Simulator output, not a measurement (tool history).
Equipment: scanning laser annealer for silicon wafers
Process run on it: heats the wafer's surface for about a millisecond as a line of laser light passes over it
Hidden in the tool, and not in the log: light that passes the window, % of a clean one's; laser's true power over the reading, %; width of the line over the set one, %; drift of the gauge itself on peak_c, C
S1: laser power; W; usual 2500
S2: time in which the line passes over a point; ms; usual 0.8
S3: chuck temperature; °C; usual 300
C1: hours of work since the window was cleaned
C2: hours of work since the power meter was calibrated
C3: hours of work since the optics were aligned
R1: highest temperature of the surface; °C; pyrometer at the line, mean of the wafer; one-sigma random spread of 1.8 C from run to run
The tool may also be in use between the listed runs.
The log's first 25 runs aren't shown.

| run | hour | S1 | S2 | S3 | C1 | C2 | C3 | R1 |
|---|---|---|---|---|---|---|---|---|
| 26 | 195.7 | 2447 | 0.8 | 300 | 223 | 196 | 231 | 1051 |
| 27 | 205.7 | 2610 | 0.576 | 297 | 229 | 202 | 236 | 969 |
| 28 | 213.1 | 2620 | 0.809 | 278 | 233 | 206 | 241 | 1084 |
| 29 | 217.8 | 2500 | 0.8 | 280 | 236 | 209 | 243 | 1041 |
| 30 | 224.2 | 2604 | 0.8 | 300 | 239 | 213 | 247 | 1097 |
| 31 | 230.7 | 2318 | 0.907 | 332 | 243 | 216 | 251 | 1085 |
| 32 | 235.9 | 2509 | 0.712 | 319 | 246 | 219 | 254 | 1039 |
| 33 | 245 | 2509 | 0.646 | 281 | 252 | 225 | 259 | 965 |
| 34 | 249.9 | 2509 | 0.646 | 281 | 254 | 227 | 262 | 964 |
| 35 | 254.4 | 2509 | 0.646 | 281 | 257 | 230 | 265 | 966 |
| 36 | 259.2 | 2208 | 0.646 | 317 | 260 | 233 | 267 | 916 |
| 37 | 269.8 | 2208 | 0.646 | 317 | 266 | 239 | 274 | 917 |
| 38 | 275.6 | 2486 | 0.789 | 304 | 269 | 242 | 277 | 1055 |
| 39 | 281.7 | 2486 | 0.789 | 304 | 273 | 246 | 281 | 1056 |
| 40 | 289.6 | 2527 | 0.789 | 293 | 278 | 251 | 285 | 1061 |

Alternative continuations, all from the tool just after run 40; predict every row:
| A | 296.4 | 2527 | 0.789 | 312 | 281 | 254 | 289 | ? |
| B | 296.4 | 2501 | 0.947 | 337 | 281 | 254 | 289 | ? |
| C | 296.4 | 2500 | 0.8 | 283 | 281 | 254 | 289 | ? |
| D | 296.4 | 2594 | 0.598 | 287 | 281 | 254 | 289 | ? |

| run | R1 |
|---|---|
| A | 1075 |
| B | 1168 |
| C | 1041 |
| D | 964 |
What these runs would have given with no unlogged condition in the tool:
| run | R1 |
|---|---|
| A | 1095 |
| B | 1190 |
| C | 1061 |
| D | 982 |

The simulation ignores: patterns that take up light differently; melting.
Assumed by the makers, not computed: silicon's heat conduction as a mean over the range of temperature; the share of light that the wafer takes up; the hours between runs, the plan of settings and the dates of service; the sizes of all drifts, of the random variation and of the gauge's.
